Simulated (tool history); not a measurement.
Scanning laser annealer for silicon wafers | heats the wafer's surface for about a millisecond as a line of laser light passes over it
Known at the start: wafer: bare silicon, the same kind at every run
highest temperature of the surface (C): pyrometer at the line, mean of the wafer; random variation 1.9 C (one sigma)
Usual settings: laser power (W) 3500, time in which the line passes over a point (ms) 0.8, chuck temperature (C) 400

run     day  laser power (W)  time in which the line passes over a point (ms)  chuck temperature (C)  highest temperature of the surface (C)
  1       0             3500                                              0.8                    400                                    1192
  2   2.304             3500                                              0.8                    400                                    1194
      3.762  -- window over the wafer cleaned
  3   5.112             3500                                              0.8                    423                                    1212
  4   9.262             3500                                              0.8                    400                                    1194
  5  12.796             3500                                              0.8                    403                                    1200
  6  15.562             3500                                              0.8                    403                                    1197
  7  19.858             3704                                              0.8                    400                                    1234
  8  23.754             3704                                              0.8                    400                                    1237
     27.629  -- window over the wafer cleaned
  9  28.117             3704                                              0.8                    400                                    1239
 10    32.1             3704                                              0.8                    400                                    1237
 11  35.542             3124                                              0.8                    400                                    1115
 12  38.542             3124                                              0.8                    400                                    1115
 13  41.512             3124                                              0.8                    400                                    1113
 14      44             3005                                            0.712                    400                                    1051
 15  46.858             3431                                            0.805                    394                                    1175
 16  50.658             3604                                              0.8                    363                                    1176
     51.533  -- window over the wafer cleaned
 17  54.988             3172                                            0.793                    412                                    1129
 18  58.821             3512                                            0.677                    360                                    1094
 19  60.729             3512                                            0.677                    360                                    1094
 20  63.396             3512                                            0.677                    360                                    1096
 21  65.821             3201                                            0.677                    436                                    1110
 22  70.108             3142                                            0.767                    381                                    1084
 23  73.267             3791                                              0.8                    400                                    1255
     75.554  -- window over the wafer cleaned
 24    75.8             3791                                              0.8                    400                                    1253
 25  78.821             3620                                            0.839                    400                                    1237
 26  81.442             3789                                            0.942                    400                                    1324

5 ways to go on from here, each from the tool as it stands after run 26. What would each give?
  A  85.512             3104                                            0.686                    418                                       ?
  B  85.512             3500                                            0.575                    400                                       ?
  C  85.512             3691                                            0.942                    400                                       ?
  D  85.512             3500                                            0.882                    379                                       ?
  E  85.512             3842                                            0.942                    400                                       ?

run  highest temperature of the surface (C)
  A                                    1079
  B                                    1079
  C                                    1298
  D                                    1213
  E                                    1331
Without the tool's hidden state the same runs would have given:
run  highest temperature of the surface (C)
  A                                    1080
  B                                    1079
  C                                    1299
  D                                    1213
  E                                    1331

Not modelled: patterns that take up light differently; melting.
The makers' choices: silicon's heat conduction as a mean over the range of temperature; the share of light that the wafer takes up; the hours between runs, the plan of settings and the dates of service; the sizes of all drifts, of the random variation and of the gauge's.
